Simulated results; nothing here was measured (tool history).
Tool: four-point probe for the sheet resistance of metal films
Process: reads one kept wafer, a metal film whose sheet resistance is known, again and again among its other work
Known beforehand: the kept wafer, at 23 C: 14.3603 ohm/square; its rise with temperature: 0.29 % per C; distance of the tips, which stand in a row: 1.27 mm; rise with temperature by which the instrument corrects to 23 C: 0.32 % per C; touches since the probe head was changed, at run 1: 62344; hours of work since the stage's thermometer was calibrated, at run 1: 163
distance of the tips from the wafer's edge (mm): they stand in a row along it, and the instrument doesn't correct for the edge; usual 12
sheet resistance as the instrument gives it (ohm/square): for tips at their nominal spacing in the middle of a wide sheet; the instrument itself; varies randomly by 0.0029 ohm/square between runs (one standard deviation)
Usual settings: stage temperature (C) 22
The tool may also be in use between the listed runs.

run   hour  stage temperature (C)  distance of the tips from the wafer's edge (mm)  touches since the probe head was changed  hours of work since the stage's thermometer was calibrated  sheet resistance as the instrument gives it (ohm/square)
  1    0.0                     22                                               12                                     62344                                                         163                                                 14.595893
  2    6.5                     22                                               12                                     62790                                                         168                                                 14.597403
  3   16.1                     20                                               12                                     63444                                                         175                                                 14.607423
  4   30.8                     20                                               12                                     64453                                                         187                                                 14.611275
  5   42.2                     20                                               12                                     65236                                                         196                                                 14.613406
      45.2  -- new probe head fitted
  6   54.8                     20                                               55                                       662                                                         205                                                 14.312258
  7   63.1                     22                                               18                                      1230                                                         212                                                 14.332791
  8   78.0                     22                                               12                                      2246                                                         224                                                 14.384286
  9   88.4                     30                                               12                                      2965                                                         232                                                 14.341687
 10  102.1                     30                                               12                                      3901                                                         243                                                 14.341326
 11  114.8                     30                                               12                                      4771                                                         253                                                 14.351150
 12  125.8                     30                                               12                                      5527                                                         262                                                 14.350168
 13  138.6                     30                                               12                                      6399                                                         272                                                 14.354088
 14  153.5                     30                                               12                                      7419                                                         284                                                 14.355605
 15  160.1                     22                                                5                                      7870                                                         289                                                 14.793092
 16  175.0                     21                                               42                                      8895                                                         301                                                 14.329341
 17  185.0                     21                                               42                                      9583                                                         309                                                 14.328380
 18  198.8                     21                                               27                                     10526                                                         320                                                 14.345620
 19  208.6                     19                                               11                                     11193                                                         328                                                 14.438082
 20  216.1                     25                                                9                                     11709                                                         334                                                 14.455803
 21  229.5                     22                                               34                                     12628                                                         344                                                 14.336789
 22  236.5                     23                                               11                                     13106                                                         350                                                 14.418980
 23  245.9                     29                                                7                                     13753                                                         358                                                 14.537341
 24  258.5                     21                                                5                                     14618                                                         368                                                 14.815752
 25  269.0                     29                                               19                                     15334                                                         376                                                 14.326310
 26  282.2                     22                                                3                                     16235                                                         386                                                 15.588102
 27  288.6                     22                                                3                                     16676                                                         392                                                 15.588853
 28  303.3                     22                                                3                                     17687                                                         403                                                 15.587842
 29  317.8                     22                                                3                                     18680                                                         415                                                 15.592247

4 ways to go on from here, each from the tool as it stands after run 29. What would each give?
  A  331.0                     19                                                5                                     19580                                                         425                                                         ?
  B  331.0                     22                                               19                                     19580                                                         425                                                         ?
  C  331.0                     22                                                7                                     19580                                                         425                                                         ?
  D  331.0                     23                                               12                                     19580                                                         425                                                         ?

run  sheet resistance as the instrument gives it (ohm/square)
  A                                                 14.841751
  B                                                 14.376914
  C                                                 14.593519
  D                                                 14.430880
With no hidden state in the tool, these same runs would have given:
run  sheet resistance as the instrument gives it (ohm/square)
  A                                                 14.864074
  B                                                 14.398648
  C                                                 14.615548
  D                                                 14.452703

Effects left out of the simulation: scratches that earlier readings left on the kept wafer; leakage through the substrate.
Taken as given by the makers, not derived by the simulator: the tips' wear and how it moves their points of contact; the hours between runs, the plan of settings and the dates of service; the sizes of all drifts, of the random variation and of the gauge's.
